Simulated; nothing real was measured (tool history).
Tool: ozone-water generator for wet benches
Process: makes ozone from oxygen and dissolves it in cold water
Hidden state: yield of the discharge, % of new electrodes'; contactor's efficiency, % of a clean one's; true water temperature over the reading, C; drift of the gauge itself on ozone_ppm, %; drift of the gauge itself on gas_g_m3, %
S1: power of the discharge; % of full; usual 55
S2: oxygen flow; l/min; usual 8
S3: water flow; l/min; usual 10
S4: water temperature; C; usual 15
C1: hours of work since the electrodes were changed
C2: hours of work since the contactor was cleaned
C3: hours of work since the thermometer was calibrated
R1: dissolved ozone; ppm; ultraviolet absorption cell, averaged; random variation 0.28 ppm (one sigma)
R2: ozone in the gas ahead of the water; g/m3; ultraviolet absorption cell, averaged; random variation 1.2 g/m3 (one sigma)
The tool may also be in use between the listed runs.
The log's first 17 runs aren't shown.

run    hour  S1    S2  S3  S4    C1    C2    C3    R1     R2
 18  1059.6  74  4.94   7   9  2491  6928  5493  75.8  364.4
     1087.1  -- water thermometer calibrated
 19  1108.5  55  8.69  12  10  2530  6967    17  38.3  212.1
 20  1176.2  43     8   8  15  2584  7022    72  36.3  182.9
 21  1263.8  43     8  16  15  2655  7092   142  23.6  181.7
 22  1349.4  79     8  10   8  2723  7161   211  59.7  295.1
 23  1416.5  55  9.69  12  10  2777  7215   265    37  197.2
 24    1467  41  9.47  11   9  2818  7255   305  32.1  160.5
 25  1525.8  60     8   8  15  2865  7303   353  46.7  235.5
 26    1571  47  8.15  10  15  2901  7339   389  34.5  191.6
 27  1618.5  62     8  10   7  2940  7377   427  50.6  242.4
 28  1682.4  81  4.51   7  15  2991  7428   478  73.2    410
 29  1739.7  55     8  14  12  3037  7475   524  33.2  221.3
 30  1818.7  96  8.33   7  12  3101  7538   588  76.8  330.9
 31  1887.2  93  4.56  10  15  3156  7593   643  63.8  453.1

Forecast run 32:
 32  1950.7  93  8.28  15  14  3207  7644  694   ?   ?

{"run 32": {"R1": 45.8, "R2": 322.2}}
Without the tool's hidden state the same run would have given R1 52.5 ppm, R2 335.2 g/m3.

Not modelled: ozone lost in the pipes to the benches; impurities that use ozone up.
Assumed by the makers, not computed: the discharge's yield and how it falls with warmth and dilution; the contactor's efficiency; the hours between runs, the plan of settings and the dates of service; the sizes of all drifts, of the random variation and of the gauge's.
